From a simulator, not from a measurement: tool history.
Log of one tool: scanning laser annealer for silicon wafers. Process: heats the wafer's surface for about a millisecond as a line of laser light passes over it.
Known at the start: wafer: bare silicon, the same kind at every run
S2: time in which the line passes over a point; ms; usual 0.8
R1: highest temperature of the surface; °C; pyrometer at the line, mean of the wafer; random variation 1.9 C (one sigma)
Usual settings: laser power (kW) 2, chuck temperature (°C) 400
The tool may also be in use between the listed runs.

{"run": 1, "day": 0.0, "laser power (kW)": 2, "S2": 0.8, "chuck temperature (°C)": 400, "R1": 1178}
{"run": 2, "day": 0.621, "laser power (kW)": 2, "S2": 0.8, "chuck temperature (°C)": 400, "R1": 1180}
{"run": 3, "day": 1.383, "laser power (kW)": 2, "S2": 0.8, "chuck temperature (°C)": 400, "R1": 1180}
{"run": 4, "day": 1.979, "laser power (kW)": 2, "S2": 0.8, "chuck temperature (°C)": 400, "R1": 1178}
{"run": 5, "day": 2.608, "laser power (kW)": 2, "S2": 0.8, "chuck temperature (°C)": 400, "R1": 1181}
{"run": 6, "day": 3.392, "laser power (kW)": 2.12, "S2": 0.8, "chuck temperature (°C)": 400, "R1": 1224}
{"run": 7, "day": 3.908, "laser power (kW)": 2.12, "S2": 0.8, "chuck temperature (°C)": 400, "R1": 1223}
{"run": 8, "day": 4.804, "laser power (kW)": 1.855, "S2": 0.8, "chuck temperature (°C)": 400, "R1": 1124}
{"run": 9, "day": 5.55, "laser power (kW)": 2, "S2": 0.923, "chuck temperature (°C)": 400, "R1": 1240}
{"run": 10, "day": 6.808, "laser power (kW)": 2, "S2": 0.923, "chuck temperature (°C)": 400, "R1": 1256}
{"run": 11, "day": 7.958, "laser power (kW)": 2, "S2": 0.923, "chuck temperature (°C)": 400, "R1": 1253}
{"run": 12, "day": 9.062, "laser power (kW)": 2, "S2": 0.923, "chuck temperature (°C)": 400, "R1": 1254}
{"run": 13, "day": 9.804, "laser power (kW)": 2, "S2": 0.8, "chuck temperature (°C)": 369, "R1": 1157}
{"run": 14, "day": 10.396, "laser power (kW)": 1.97, "S2": 0.8, "chuck temperature (°C)": 369, "R1": 1145}
{"run": 15, "day": 10.912, "laser power (kW)": 2, "S2": 0.8, "chuck temperature (°C)": 400, "R1": 1186}
{"run": 16, "day": 11.896, "laser power (kW)": 2, "S2": 0.8, "chuck temperature (°C)": 400, "R1": 1186}
{"run": 17, "day": 12.729, "laser power (kW)": 2, "S2": 0.8, "chuck temperature (°C)": 400, "R1": 1186}
{"run": 18, "day": 13.533, "laser power (kW)": 2, "S2": 0.8, "chuck temperature (°C)": 400, "R1": 1184}
{"run": 19, "day": 14.517, "laser power (kW)": 2.175, "S2": 0.976, "chuck temperature (°C)": 433, "R1": 1383}
{"run": 20, "day": 15.05, "laser power (kW)": 1.752, "S2": 0.976, "chuck temperature (°C)": 433, "R1": 1207}
{"run": 21, "day": 15.612, "laser power (kW)": 1.752, "S2": 0.976, "chuck temperature (°C)": 433, "R1": 1206}
{"run": 22, "day": 16.204, "laser power (kW)": 2, "S2": 0.8, "chuck temperature (°C)": 405, "R1": 1194}
{"run": 23, "day": 17.321, "laser power (kW)": 1.834, "S2": 0.72, "chuck temperature (°C)": 425, "R1": 1105}
{"run": 24, "day": 17.967, "laser power (kW)": 1.92, "S2": 0.916, "chuck temperature (°C)": 406, "R1": 1219}
{"run": 25, "day": 18.783, "laser power (kW)": 1.92, "S2": 0.916, "chuck temperature (°C)": 406, "R1": 1219}
{"run": 26, "day": 19.467, "laser power (kW)": 2, "S2": 0.626, "chuck temperature (°C)": 400, "R1": 1088}
{"run": 27, "day": 20.592, "laser power (kW)": 1.743, "S2": 0.969, "chuck temperature (°C)": 416, "R1": 1178}
{"run": 28, "day": 21.5, "laser power (kW)": 1.743, "S2": 0.969, "chuck temperature (°C)": 416, "R1": 1181}
{"run": 29, "day": 22.7, "laser power (kW)": 2.124, "S2": 0.684, "chuck temperature (°C)": 367, "R1": 1130}
{"run": 30, "day": 23.196, "laser power (kW)": 2.154, "S2": 0.8, "chuck temperature (°C)": 438, "R1": 1283}
{"run": 31, "day": 23.983, "laser power (kW)": 1.958, "S2": 0.8, "chuck temperature (°C)": 361, "R1": 1132}
{"run": 32, "day": 24.971, "laser power (kW)": 1.958, "S2": 0.8, "chuck temperature (°C)": 361, "R1": 1129}
{"run": 33, "day": 25.804, "laser power (kW)": 2.16, "S2": 0.636, "chuck temperature (°C)": 417, "R1": 1164}
{"run": 34, "day": 26.738, "laser power (kW)": 2.108, "S2": 0.6, "chuck temperature (°C)": 384, "R1": 1089}

Not shown: 1 entry that the log had between the listed runs. Between which runs, and how does the tool's hidden state differ before and after?
Between runs 9 and 10: window over the wafer cleaned (day 6.612)
  light that passes the window, % of a clean one's: 98.25 -> 99.86; width of the line over the set one, %: 0.91 -> 0.94
  measured less the result without the state, R1: -16 -> -3 °C
